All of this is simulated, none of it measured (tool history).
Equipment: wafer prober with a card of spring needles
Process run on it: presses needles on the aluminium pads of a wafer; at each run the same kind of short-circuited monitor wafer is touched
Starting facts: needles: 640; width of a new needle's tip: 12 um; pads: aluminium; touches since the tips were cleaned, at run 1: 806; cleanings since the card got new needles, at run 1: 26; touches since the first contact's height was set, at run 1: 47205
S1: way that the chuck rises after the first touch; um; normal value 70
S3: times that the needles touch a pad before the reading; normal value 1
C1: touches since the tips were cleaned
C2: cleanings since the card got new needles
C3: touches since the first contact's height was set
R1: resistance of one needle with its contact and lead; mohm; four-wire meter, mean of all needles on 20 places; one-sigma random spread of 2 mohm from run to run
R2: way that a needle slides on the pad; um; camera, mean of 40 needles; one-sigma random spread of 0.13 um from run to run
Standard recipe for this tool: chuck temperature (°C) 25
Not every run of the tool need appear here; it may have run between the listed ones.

{"run": 1, "day": 0.0, "S1": 70, "chuck temperature (°C)": 25, "S3": 1, "C1": 806, "C2": 26, "C3": 47205, "R1": 234, "R2": 9.39}
{"day": 0.104, "done": "tips cleaned on abrasive film"}
{"day": 0.292, "done": "tips cleaned on abrasive film"}
{"run": 2, "day": 0.371, "S1": 70, "chuck temperature (°C)": 25, "S3": 2, "C1": 774, "C2": 28, "C3": 50733, "R1": 226, "R2": 9.16}
{"day": 0.488, "done": "tips cleaned on abrasive film"}
{"day": 0.7, "done": "tips cleaned on abrasive film"}
{"run": 3, "day": 0.775, "S1": 70, "chuck temperature (°C)": 25, "S3": 2, "C1": 726, "C2": 30, "C3": 54542, "R1": 226, "R2": 9.32}
{"day": 0.896, "done": "tips cleaned on abrasive film"}
{"day": 1.071, "done": "tips cleaned on abrasive film"}
{"run": 4, "day": 1.233, "S1": 70, "chuck temperature (°C)": 25, "S3": 2, "C1": 1537, "C2": 32, "C3": 58881, "R1": 235, "R2": 9.51}
{"day": 1.258, "done": "tips cleaned on abrasive film"}
{"day": 1.454, "done": "tips cleaned on abrasive film"}
{"run": 5, "day": 1.483, "S1": 70, "chuck temperature (°C)": 25, "S3": 2, "C1": 289, "C2": 34, "C3": 61251, "R1": 225, "R2": 9.39}
{"day": 1.646, "done": "tips cleaned on abrasive film"}
{"day": 1.829, "done": "tips cleaned on abrasive film"}
{"run": 6, "day": 1.829, "S1": 70, "chuck temperature (°C)": 25, "S3": 2, "C1": 0, "C2": 36, "C3": 64492, "R1": 217, "R2": 9.15}
{"day": 2.033, "done": "tips cleaned on abrasive film"}
{"day": 2.233, "done": "tips cleaned on abrasive film"}
{"run": 7, "day": 2.375, "S1": 70, "chuck temperature (°C)": 25, "S3": 2, "C1": 1398, "C2": 38, "C3": 69718, "R1": 232, "R2": 9.2}
{"day": 2.408, "done": "tips cleaned on abrasive film"}
{"day": 2.596, "done": "tips cleaned on abrasive film"}
{"day": 2.775, "done": "tips cleaned on abrasive film"}
{"run": 8, "day": 2.938, "S1": 70, "chuck temperature (°C)": 25, "S3": 2, "C1": 1586, "C2": 41, "C3": 75031, "R1": 238, "R2": 9.17}
{"day": 2.983, "done": "tips cleaned on abrasive film"}
{"day": 3.175, "done": "tips cleaned on abrasive film"}
{"run": 9, "day": 3.192, "S1": 70, "chuck temperature (°C)": 25, "S3": 2, "C1": 156, "C2": 43, "C3": 77421, "R1": 223, "R2": 9.22}
{"day": 3.367, "done": "tips cleaned on abrasive film"}
{"day": 3.583, "done": "tips cleaned on abrasive film"}
{"run": 10, "day": 3.621, "S1": 70, "chuck temperature (°C)": 25, "S3": 2, "C1": 368, "C2": 45, "C3": 81501, "R1": 228, "R2": 9.02}
{"day": 3.796, "done": "tips cleaned on abrasive film"}
{"day": 4.0, "done": "tips cleaned on abrasive film"}
{"run": 11, "day": 4.042, "S1": 70, "chuck temperature (°C)": 25, "S3": 2, "C1": 431, "C2": 47, "C3": 85490, "R1": 224, "R2": 8.99}
{"day": 4.2, "done": "tips cleaned on abrasive film"}
{"run": 12, "day": 4.354, "S1": 70, "chuck temperature (°C)": 25, "S3": 2, "C1": 1483, "C2": 48, "C3": 88454, "R1": 237, "R2": 9.14}
{"day": 4.379, "done": "tips cleaned on abrasive film"}
{"day": 4.579, "done": "tips cleaned on abrasive film"}
{"run": 13, "day": 4.667, "S1": 70, "chuck temperature (°C)": 25, "S3": 2, "C1": 868, "C2": 50, "C3": 91423, "R1": 229, "R2": 9.17}
{"day": 4.788, "done": "tips cleaned on abrasive film"}
{"day": 4.988, "done": "tips cleaned on abrasive film"}
{"run": 14, "day": 5.067, "S1": 75, "chuck temperature (°C)": 25, "S3": 1, "C1": 775, "C2": 52, "C3": 95213, "R1": 230, "R2": 9.82}
{"day": 5.183, "done": "tips cleaned on abrasive film"}
{"day": 5.367, "done": "tips cleaned on abrasive film"}
{"run": 15, "day": 5.392, "S1": 70, "chuck temperature (°C)": 25, "S3": 1, "C1": 254, "C2": 54, "C3": 98277, "R1": 226, "R2": 9.31}
{"day": 5.558, "done": "tips cleaned on abrasive film"}
{"day": 5.738, "done": "tips cleaned on abrasive film"}
{"run": 16, "day": 5.771, "S1": 70, "chuck temperature (°C)": 25, "S3": 1, "C1": 327, "C2": 56, "C3": 101873, "R1": 226, "R2": 9.04}
{"day": 5.917, "done": "tips cleaned on abrasive film"}
{"day": 6.121, "done": "tips cleaned on abrasive film"}
{"run": 17, "day": 6.283, "S1": 70, "chuck temperature (°C)": 25, "S3": 1, "C1": 1596, "C2": 58, "C3": 106746, "R1": 245, "R2": 8.89}
{"day": 6.325, "done": "tips cleaned on abrasive film"}
{"day": 6.521, "done": "tips cleaned on abrasive film"}
{"day": 6.704, "done": "tips cleaned on abrasive film"}
{"run": 18, "day": 6.746, "S1": 70, "chuck temperature (°C)": 46, "S3": 2, "C1": 394, "C2": 61, "C3": 111091, "R1": 233, "R2": 9}
{"day": 6.9, "done": "tips cleaned on abrasive film"}
{"day": 7.096, "done": "tips cleaned on abrasive film"}
{"run": 19, "day": 7.179, "S1": 70, "chuck temperature (°C)": 46, "S3": 2, "C1": 818, "C2": 63, "C3": 115222, "R1": 238, "R2": 9.08}
{"day": 7.288, "done": "tips cleaned on abrasive film"}
{"day": 7.483, "done": "tips cleaned on abrasive film"}
{"day": 7.7, "done": "tips cleaned on abrasive film"}
{"run": 20, "day": 7.721, "S1": 63, "chuck temperature (°C)": 61, "S3": 1, "C1": 219, "C2": 66, "C3": 120325, "R1": 238, "R2": 7.92}
{"day": 7.875, "done": "tips cleaned on abrasive film"}
{"run": 21, "day": 8.046, "S1": 82, "chuck temperature (°C)": 28, "S3": 1, "C1": 1647, "C2": 67, "C3": 123435, "R1": 245, "R2": 10.67}
{"day": 8.096, "done": "tips cleaned on abrasive film"}
{"day": 8.3, "done": "tips cleaned on abrasive film"}
{"day": 8.492, "done": "tips cleaned on abrasive film"}
{"run": 22, "day": 8.504, "S1": 70, "chuck temperature (°C)": 25, "S3": 2, "C1": 118, "C2": 70, "C3": 127735, "R1": 224, "R2": 8.79}
{"day": 8.688, "done": "tips cleaned on abrasive film"}
{"day": 8.888, "done": "tips cleaned on abrasive film"}
{"run": 23, "day": 8.912, "S1": 89, "chuck temperature (°C)": 30, "S3": 1, "C1": 231, "C2": 72, "C3": 131606, "R1": 222, "R2": 11.47}
{"day": 9.092, "done": "tips cleaned on abrasive film"}
{"day": 9.288, "done": "tips cleaned on abrasive film"}
{"run": 24, "day": 9.346, "S1": 51, "chuck temperature (°C)": 115, "S3": 2, "C1": 574, "C2": 74, "C3": 135741, "R1": 274, "R2": 6.16}
{"day": 9.467, "done": "tips cleaned on abrasive film"}
{"day": 9.658, "done": "tips cleaned on abrasive film"}
{"day": 9.842, "done": "tips cleaned on abrasive film"}
{"run": 25, "day": 9.867, "S1": 74, "chuck temperature (°C)": 27, "S3": 2, "C1": 271, "C2": 77, "C3": 140667, "R1": 225, "R2": 9.48}
{"day": 10.033, "done": "tips cleaned on abrasive film"}
{"day": 10.233, "done": "tips cleaned on abrasive film"}
{"run": 26, "day": 10.325, "S1": 80, "chuck temperature (°C)": 90, "S3": 2, "C1": 859, "C2": 79, "C3": 144995, "R1": 244, "R2": 10.06}
{"day": 10.438, "done": "tips cleaned on abrasive film"}
{"run": 27, "day": 10.554, "S1": 80, "chuck temperature (°C)": 45, "S3": 1, "C1": 1139, "C2": 80, "C3": 147192, "R1": 242, "R2": 10.13}
{"day": 10.646, "done": "tips cleaned on abrasive film"}
{"day": 10.838, "done": "tips cleaned on abrasive film"}
{"day": 11.038, "done": "tips cleaned on abrasive film"}
{"run": 28, "day": 11.112, "S1": 80, "chuck temperature (°C)": 45, "S3": 1, "C1": 745, "C2": 83, "C3": 152485, "R1": 238, "R2": 10.11}
{"day": 11.233, "done": "tips cleaned on abrasive film"}
{"day": 11.412, "done": "tips cleaned on abrasive film"}
{"run": 29, "day": 11.471, "S1": 77, "chuck temperature (°C)": 122, "S3": 1, "C1": 551, "C2": 85, "C3": 155838, "R1": 257, "R2": 9.7}
{"day": 11.604, "done": "tips cleaned on abrasive film"}
{"day": 11.788, "done": "tips cleaned on abrasive film"}
{"run": 30, "day": 11.896, "S1": 70, "chuck temperature (°C)": 25, "S3": 2, "C1": 1081, "C2": 87, "C3": 159904, "R1": 238, "R2": 8.55}
{"day": 11.962, "done": "tips cleaned on abrasive film"}
{"day": 12.171, "done": "tips cleaned on abrasive film"}
{"day": 12.383, "done": "tips cleaned on abrasive film"}
{"run": 31, "day": 12.383, "S1": 70, "chuck temperature (°C)": 25, "S3": 2, "C1": 0, "C2": 90, "C3": 164482, "R1": 225, "R2": 8.49}

Describe how what the log doesn't record of the tool's condition differs between the last listed run preceding each entry between runs and the first listed run following it.
In the gap between runs 1 and 2: tips cleaned on abrasive film (day 0.104); tips cleaned on abrasive film (day 0.292)
  debris on the tips, nm: 25.4 -> 24.1; way that the needles fall short of the set height, um: 2.2 -> 2.42; tips' diameter, um: 12.77 -> 12.85
  measured result minus the result with no hidden state, R1: +16 -> +10 mohm; R2: -0.31 -> -0.34 um
In the gap between runs 2 and 3: tips cleaned on abrasive film (day 0.488); tips cleaned on abrasive film (day 0.7)
  debris on the tips, nm: 24.1 -> 23; way that the needles fall short of the set height, um: 2.42 -> 2.62; tips' diameter, um: 12.85 -> 12.92
  measured result minus the result with no hidden state, R1: +10 -> +9 mohm; R2: -0.34 -> -0.36 um
In the gap between runs 3 and 4: tips cleaned on abrasive film (day 0.896); tips cleaned on abrasive film (day 1.071)
  debris on the tips, nm: 23 -> 41.6; way that the needles fall short of the set height, um: 2.62 -> 2.8; tips' diameter, um: 12.92 -> 12.98
  measured result minus the result with no hidden state, R1: +9 -> +17 mohm; R2: -0.36 -> -0.39 um
In the gap between runs 4 and 5: tips cleaned on abrasive film (day 1.258); tips cleaned on abrasive film (day 1.454)
  debris on the tips, nm: 41.6 -> 12.1; way that the needles fall short of the set height, um: 2.8 -> 2.99; tips' diameter, um: 12.98 -> 13.05
  measured result minus the result with no hidden state, R1: +17 -> +6 mohm; R2: -0.39 -> -0.41 um
In the gap between runs 5 and 6: tips cleaned on abrasive film (day 1.646); tips cleaned on abrasive film (day 1.829)
  debris on the tips, nm: 12.1 -> 2.3; way that the needles fall short of the set height, um: 2.99 -> 3.14; tips' diameter, um: 13.05 -> 13.1
  measured result minus the result with no hidden state, R1: +6 -> +3 mohm; R2: -0.41 -> -0.44 um
In the gap between runs 6 and 7: tips cleaned on abrasive film (day 2.033); tips cleaned on abrasive film (day 2.233)
  debris on the tips, nm: 2.3 -> 37.1; way that the needles fall short of the set height, um: 3.14 -> 3.28; tips' diameter, um: 13.1 -> 13.15
  measured result minus the result with no hidden state, R1: +3 -> +16 mohm; R2: -0.44 -> -0.46 um
In the gap between runs 7 and 8: tips cleaned on abrasive film (day 2.408); tips cleaned on abrasive film (day 2.596); tips cleaned on abrasive film (day 2.775)
  debris on the tips, nm: 37.1 -> 45.8; way that the needles fall short of the set height, um: 3.28 -> 3.59; tips' diameter, um: 13.15 -> 13.26
  measured result minus the result with no hidden state, R1: +16 -> +19 mohm; R2: -0.46 -> -0.5 um
In the gap between runs 8 and 9: tips cleaned on abrasive film (day 2.983); tips cleaned on abrasive film (day 3.175)
  debris on the tips, nm: 45.8 -> 8.5; way that the needles fall short of the set height, um: 3.59 -> 3.75; tips' diameter, um: 13.26 -> 13.31
  measured result minus the result with no hidden state, R1: +19 -> +5 mohm; R2: -0.5 -> -0.52 um
In the gap between runs 9 and 10: tips cleaned on abrasive film (day 3.367); tips cleaned on abrasive film (day 3.583)
  debris on the tips, nm: 8.5 -> 15.9; way that the needles fall short of the set height, um: 3.75 -> 3.95; tips' diameter, um: 13.31 -> 13.38
  measured result minus the result with no hidden state, R1: +5 -> +9 mohm; R2: -0.52 -> -0.56 um
In the gap between runs 10 and 11: tips cleaned on abrasive film (day 3.796); tips cleaned on abrasive film (day 4)
  debris on the tips, nm: 15.9 -> 17.5; way that the needles fall short of the set height, um: 3.95 -> 4.14; tips' diameter, um: 13.38 -> 13.45
  measured result minus the result with no hidden state, R1: +9 -> +9 mohm; R2: -0.56 -> -0.58 um
In the gap between runs 11 and 12: tips cleaned on abrasive film (day 4.2)
  debris on the tips, nm: 17.5 -> 42.8; way that the needles fall short of the set height, um: 4.14 -> 4.24; tips' diameter, um: 13.45 -> 13.48
  measured result minus the result with no hidden state, R1: +9 -> +19 mohm; R2: -0.58 -> -0.59 um
In the gap between runs 12 and 13: tips cleaned on abrasive film (day 4.379); tips cleaned on abrasive film (day 4.579)
  debris on the tips, nm: 42.8 -> 26.7; way that the needles fall short of the set height, um: 4.24 -> 4.38; tips' diameter, um: 13.48 -> 13.53
  measured result minus the result with no hidden state, R1: +19 -> +13 mohm; R2: -0.59 -> -0.61 um
In the gap between runs 13 and 14: tips cleaned on abrasive film (day 4.788); tips cleaned on abrasive film (day 4.988)
  debris on the tips, nm: 26.7 -> 24.1; way that the needles fall short of the set height, um: 4.38 -> 4.55; tips' diameter, um: 13.53 -> 13.59
  measured result minus the result with no hidden state, R1: +13 -> +16 mohm; R2: -0.61 -> -0.64 um
In the gap between runs 14 and 15: tips cleaned on abrasive film (day 5.183); tips cleaned on abrasive film (day 5.367)
  debris on the tips, nm: 24.1 -> 9.8; way that the needles fall short of the set height, um: 4.55 -> 4.73; tips' diameter, um: 13.59 -> 13.66
  measured result minus the result with no hidden state, R1: +16 -> +9 mohm; R2: -0.64 -> -0.66 um
In the gap between runs 15 and 16: tips cleaned on abrasive film (day 5.558); tips cleaned on abrasive film (day 5.738)
  debris on the tips, nm: 9.8 -> 12.9; way that the needles fall short of the set height, um: 4.73 -> 4.89; tips' diameter, um: 13.66 -> 13.71
  measured result minus the result with no hidden state, R1: +9 -> +11 mohm; R2: -0.66 -> -0.68 um
In the gap between runs 16 and 17: tips cleaned on abrasive film (day 5.917); tips cleaned on abrasive film (day 6.121)
  debris on the tips, nm: 12.9 -> 40.7; way that the needles fall short of the set height, um: 4.89 -> 5.06; tips' diameter, um: 13.71 -> 13.77
  measured result minus the result with no hidden state, R1: +11 -> +30 mohm; R2: -0.68 -> -0.71 um
In the gap between runs 17 and 18: tips cleaned on abrasive film (day 6.325); tips cleaned on abrasive film (day 6.521); tips cleaned on abrasive film (day 6.704)
  debris on the tips, nm: 40.7 -> 14.8; way that the needles fall short of the set height, um: 5.06 -> 5.38; tips' diameter, um: 13.77 -> 13.88
  measured result minus the result with no hidden state, R1: +30 -> +10 mohm; R2: -0.71 -> -0.75 um
In the gap between runs 18 and 19: tips cleaned on abrasive film (day 6.9); tips cleaned on abrasive film (day 7.096)
  debris on the tips, nm: 14.8 -> 25.4; way that the needles fall short of the set height, um: 5.38 -> 5.53; tips' diameter, um: 13.88 -> 13.93
  measured result minus the result with no hidden state, R1: +10 -> +14 mohm; R2: -0.75 -> -0.78 um
In the gap between runs 19 and 20: tips cleaned on abrasive film (day 7.288); tips cleaned on abrasive film (day 7.483); tips cleaned on abrasive film (day 7.7)
  debris on the tips, nm: 25.4 -> 12.4; way that the needles fall short of the set height, um: 5.53 -> 5.78; tips' diameter, um: 13.93 -> 14.02
  measured result minus the result with no hidden state, R1: +14 -> +14 mohm; R2: -0.78 -> -0.81 um
In the gap between runs 20 and 21: tips cleaned on abrasive film (day 7.875)
  debris on the tips, nm: 12.4 -> 48.9; way that the needles fall short of the set height, um: 5.78 -> 5.87; tips' diameter, um: 14.02 -> 14.06
  measured result minus the result with no hidden state, R1: +14 -> +28 mohm; R2: -0.81 -> -0.83 um
In the gap between runs 21 and 22: tips cleaned on abrasive film (day 8.096); tips cleaned on abrasive film (day 8.3); tips cleaned on abrasive film (day 8.492)
  debris on the tips, nm: 48.9 -> 7.4; way that the needles fall short of the set height, um: 5.87 -> 6.19; tips' diameter, um: 14.06 -> 14.16
  measured result minus the result with no hidden state, R1: +28 -> +7 mohm; R2: -0.83 -> -0.86 um
In the gap between runs 22 and 23: tips cleaned on abrasive film (day 8.688); tips cleaned on abrasive film (day 8.888)
  debris on the tips, nm: 7.4 -> 12.8; way that the needles fall short of the set height, um: 6.19 -> 6.4; tips' diameter, um: 14.16 -> 14.24
  measured result minus the result with no hidden state, R1: +7 -> +9 mohm; R2: -0.86 -> -0.88 um
In the gap between runs 23 and 24: tips cleaned on abrasive film (day 9.092); tips cleaned on abrasive film (day 9.288)
  debris on the tips, nm: 12.8 -> 22.4; way that the needles fall short of the set height, um: 6.4 -> 6.6; tips' diameter, um: 14.24 -> 14.31
  measured result minus the result with no hidden state, R1: +9 -> +25 mohm; R2: -0.88 -> -0.92 um
In the gap between runs 24 and 25: tips cleaned on abrasive film (day 9.467); tips cleaned on abrasive film (day 9.658); tips cleaned on abrasive film (day 9.842)
  debris on the tips, nm: 22.4 -> 10.9; way that the needles fall short of the set height, um: 6.6 -> 6.89; tips' diameter, um: 14.31 -> 14.41
  measured result minus the result with no hidden state, R1: +25 -> +8 mohm; R2: -0.92 -> -0.96 um
In the gap between runs 25 and 26: tips cleaned on abrasive film (day 10.033); tips cleaned on abrasive film (day 10.233)
  debris on the tips, nm: 10.9 -> 27.3; way that the needles fall short of the set height, um: 6.89 -> 7.05; tips' diameter, um: 14.41 -> 14.47
  measured result minus the result with no hidden state, R1: +8 -> +13 mohm; R2: -0.96 -> -0.98 um
In the gap between runs 26 and 27: tips cleaned on abrasive film (day 10.438)
  debris on the tips, nm: 27.3 -> 34.5; way that the needles fall short of the set height, um: 7.05 -> 7.15; tips' diameter, um: 14.47 -> 14.5
  measured result minus the result with no hidden state, R1: +13 -> +24 mohm; R2: -0.98 -> -0.99 um
In the gap between runs 27 and 28: tips cleaned on abrasive film (day 10.646); tips cleaned on abrasive film (day 10.838); tips cleaned on abrasive film (day 11.038)
  debris on the tips, nm: 34.5 -> 21.2; way that the needles fall short of the set height, um: 7.15 -> 7.4; tips' diameter, um: 14.5 -> 14.59
  measured result minus the result with no hidden state, R1: +24 -> +17 mohm; R2: -0.99 -> -1.03 um
In the gap between runs 28 and 29: tips cleaned on abrasive film (day 11.233); tips cleaned on abrasive film (day 11.412)
  debris on the tips, nm: 21.2 -> 19.7; way that the needles fall short of the set height, um: 7.4 -> 7.61; tips' diameter, um: 14.59 -> 14.66
  measured result minus the result with no hidden state, R1: +17 -> +16 mohm; R2: -1.03 -> -1.05 um
In the gap between runs 29 and 30: tips cleaned on abrasive film (day 11.604); tips cleaned on abrasive film (day 11.788)
  debris on the tips, nm: 19.7 -> 32.4; way that the needles fall short of the set height, um: 7.61 -> 7.8; tips' diameter, um: 14.66 -> 14.73
  measured result minus the result with no hidden state, R1: +16 -> +21 mohm; R2: -1.05 -> -1.08 um
In the gap between runs 30 and 31: tips cleaned on abrasive film (day 11.962); tips cleaned on abrasive film (day 12.171); tips cleaned on abrasive film (day 12.383)
  debris on the tips, nm: 32.4 -> 4.5; way that the needles fall short of the set height, um: 7.8 -> 8.09; tips' diameter, um: 14.73 -> 14.83
  measured result minus the result with no hidden state, R1: +21 -> +7 mohm; R2: -1.08 -> -1.12 um

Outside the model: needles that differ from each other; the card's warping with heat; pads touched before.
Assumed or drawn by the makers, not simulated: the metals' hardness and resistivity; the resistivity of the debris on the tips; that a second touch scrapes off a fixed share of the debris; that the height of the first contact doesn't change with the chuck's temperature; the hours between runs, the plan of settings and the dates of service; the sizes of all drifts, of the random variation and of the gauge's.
